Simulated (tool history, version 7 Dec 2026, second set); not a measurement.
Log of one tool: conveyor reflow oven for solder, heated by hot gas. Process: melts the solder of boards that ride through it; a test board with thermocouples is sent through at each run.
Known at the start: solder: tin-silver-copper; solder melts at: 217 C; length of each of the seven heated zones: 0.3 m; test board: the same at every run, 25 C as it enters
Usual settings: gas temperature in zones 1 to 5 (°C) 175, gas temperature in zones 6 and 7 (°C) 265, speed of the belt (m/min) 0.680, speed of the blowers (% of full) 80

| run | hour | gas temperature in zones 1 to 5 (°C) | gas temperature in zones 6 and 7 (°C) | speed of the belt (m/min) | speed of the blowers (% of full) | highest temperature of the board (°C) | time above the solder's melting point (s) |
|---|---|---|---|---|---|---|---|
| 1 | 0.0 | 175 | 265 | 0.680 | 80 | 247.5 | 36.7 |
| 2 | 23.8 | 175 | 265 | 0.680 | 80 | 246.9 | 36.5 |
| 3 | 37.2 | 175 | 265 | 0.680 | 80 | 246.2 | 36.5 |
| 4 | 64.7 | 175 | 265 | 0.680 | 80 | 246.7 | 35.9 |
| 5 | 88.5 | 175 | 265 | 0.680 | 51 | 235.6 | 25.5 |
| 6 | 117.8 | 175 | 265 | 0.680 | 51 | 234.8 | 25.1 |
| 7 | 134.1 | 175 | 265 | 0.680 | 51 | 235.0 | 25.1 |
| 8 | 154.9 | 175 | 265 | 0.819 | 80 | 238.8 | 24.0 |
| 9 | 176.2 | 184 | 265 | 0.819 | 80 | 240.7 | 27.8 |
| 10 | 205.0 | 184 | 265 | 0.819 | 80 | 240.5 | 27.5 |
|  | 218.5 | flux residue cleaned out of gas plates and filters |
| 11 | 240.1 | 184 | 265 | 0.819 | 80 | 243.6 | 29.6 |
| 12 | 265.7 | 169 | 261 | 0.717 | 55 | 231.3 | 19.7 |
| 13 | 278.3 | 169 | 261 | 0.717 | 55 | 231.2 | 19.7 |
| 14 | 296.8 | 175 | 279 | 0.680 | 80 | 259.4 | 42.6 |

Run 15 comes next. What will it give?
| 15 | 321.8 | 177 | 262 | 0.542 | 60 | ? | ? |

Run 15 gave highest temperature of the board (°C) 245.8, time above the solder's melting point (s) 46.8.
Without the tool's hidden state the same run would have given highest temperature of the board (°C) 247.3, time above the solder's melting point (s) 47.7.
